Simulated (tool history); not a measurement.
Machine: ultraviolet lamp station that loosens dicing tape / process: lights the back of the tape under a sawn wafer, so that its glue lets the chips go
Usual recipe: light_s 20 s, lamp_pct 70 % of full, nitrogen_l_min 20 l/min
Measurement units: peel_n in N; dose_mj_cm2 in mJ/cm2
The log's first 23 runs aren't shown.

| run | hour | light_s | lamp_pct | nitrogen_l_min | peel_n | dose_mj_cm2 |
|---|---|---|---|---|---|---|
| 24 | 324.7 | 27 | 70 | 20 | 1.213 | 431 |
| 25 | 333.1 | 12 | 82 | 29 | 2.693 | 224 |
| 26 | 352.3 | 20 | 72 | 12 | 2.416 | 323 |
| 27 | 366.2 | 20 | 72 | 12 | 2.441 | 328 |
| 28 | 379.1 | 26 | 74 | 20 | 1.165 | 434 |
| 29 | 394.6 | 10 | 93 | 28 | 2.928 | 210 |
| 30 | 414.3 | 10 | 93 | 28 | 3.108 | 209 |
| 31 | 434.6 | 10 | 93 | 28 | 3.011 | 206 |
| 32 | 448.2 | 24 | 97 | 15 | 1.014 | 516 |
|  | 450 | window cleaned of glue's vapour |
| 33 | 459.7 | 24 | 97 | 15 | 0.857 | 569 |
| 34 | 480.2 | 24 | 97 | 15 | 0.845 | 568 |
| 35 | 498.9 | 24 | 97 | 15 | 0.864 | 565 |
| 36 | 509.5 | 32 | 97 | 12 | 0.573 | 751 |
| 37 | 522.3 | 32 | 75 | 38 | 0.5 | 577 |

Forecast run 38:
| 38 | 534.7 | 12 | 79 | 9 | ? | ? |

peel_n: 4.011 N
dose_mj_cm2: 226 mJ/cm2
On a tool with no hidden condition, and with the same random variation, this run would have come out at peel_n 3.479 N, dose_mj_cm2 264 mJ/cm2.
